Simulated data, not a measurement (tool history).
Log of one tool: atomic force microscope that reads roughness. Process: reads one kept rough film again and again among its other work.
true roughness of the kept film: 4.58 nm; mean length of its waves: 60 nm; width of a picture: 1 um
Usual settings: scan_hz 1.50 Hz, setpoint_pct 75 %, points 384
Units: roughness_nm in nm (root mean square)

run     day  scan_hz  setpoint_pct  points  roughness_nm
  1   0.000     1.50            75     384         4.157
  2   0.500     1.50            75     384         4.112
  3   0.771     1.50            75     384         4.099
  4   1.038     1.50            75     384         4.098
  5   1.467     1.50            75     384         4.035
  6   1.767     1.50            75     384         4.053
  7   2.033     1.50            75     384         3.989
  8   2.542     1.50            75     384         3.983
  9   3.046     1.50            75     384         3.945
 10   3.283     1.50            75     384         3.932
 11   3.512     1.50            75     384         3.895
      3.962  -- new tip fitted
 12   3.975     1.50            75     384         4.214
 13   4.242     1.50            75     496         4.214
 14   4.696     1.50            75     496         4.159
 15   5.154     1.50            67     384         4.178
 16   5.579     1.50            75     384         4.115
 17   6.054     1.50            75     384         4.037
 18   6.371     1.50            75     384         4.061
 19   6.692     1.50            75     384         4.045
 20   6.954     1.50            75     870         3.999
 21   7.200     1.50            75     870         3.981
 22   7.612     1.50            75     870         3.988
 23   8.079     1.50            75     870         3.947
 24   8.442     1.50            75     870         3.913
      8.504  -- new tip fitted
 25   8.712     1.50            75     870         4.241
 26   8.983     1.50            75     870         4.203
 27   9.321     1.50            75     870         4.164
 28   9.546     1.50            75     850         4.138
 29   9.833     1.50            56     729         4.235
 30  10.125     0.72            69     394         4.183
 31  10.525     0.72            69     394         4.189
 32  11.000     1.90            75     432         4.027
 33  11.462     1.05            78     507         4.031
 34  11.967     1.24            75     384         4.004
 35  12.354     2.75            65     384         3.979
 36  12.604     2.75            65     384         3.907
 37  12.883     1.50            75     384         3.953
     13.033  -- new tip fitted
 38  13.125     1.50            89     384         4.074
 39  13.467     1.50            75     720         4.227
 40  13.808     1.50            75     720         4.142
 41  14.229     1.50            57     720         4.239
 42  14.708     1.50            89     914         3.979
 43  15.188     1.50            75     400         4.078
 44  15.529     1.50            75     662         4.025
 45  15.917     1.83            70     384         4.059
 46  16.279     1.50            74     736         4.023
 47  16.483     1.50            74     736         4.015
 48  16.817     3.71            57     384         3.996
 49  17.296     1.27            85     287         3.853
     17.567  -- new tip fitted
 50  17.804     2.12            61     709         4.270
 51  18.167     1.50            83    1008         4.171
 52  18.600     0.93            63     769         4.273
 53  18.900     0.64            62     958         4.221

Measured less the same run without the tool's hidden state. The same run-to-run variation is in both; the gauge's scatter may not be:
The hidden state here: radius of the tip, nm; height scale over the true one, %; drift of the gauge itself on roughness_nm, %.
run  roughness_nm
  1        -0.053
  2        -0.090
  3        -0.109
  4        -0.129
  5        -0.154
  6        -0.176
  7        -0.193
  8        -0.228
  9        -0.262
 10        -0.277
 11        -0.290
 12        -0.011
 13        -0.028
 14        -0.061
 15        -0.097
 16        -0.123
 17        -0.153
 18        -0.177
 19        -0.198
 20        -0.214
 21        -0.229
 22        -0.257
 23        -0.287
 24        -0.311
 25        -0.019
 26        -0.039
 27        -0.065
 28        -0.081
 29        -0.103
 30        -0.120
 31        -0.147
 32        -0.175
 33        -0.204
 34        -0.236
 35        -0.261
 36        -0.271
 37        -0.294
 38        -0.004
 39        -0.032
 40        -0.053
 41        -0.086
 42        -0.111
 43        -0.147
 44        -0.172
 45        -0.197
 46        -0.220
 47        -0.232
 48        -0.254
 49        -0.278
 50        -0.013
 51        -0.036
 52        -0.069
 53        -0.089
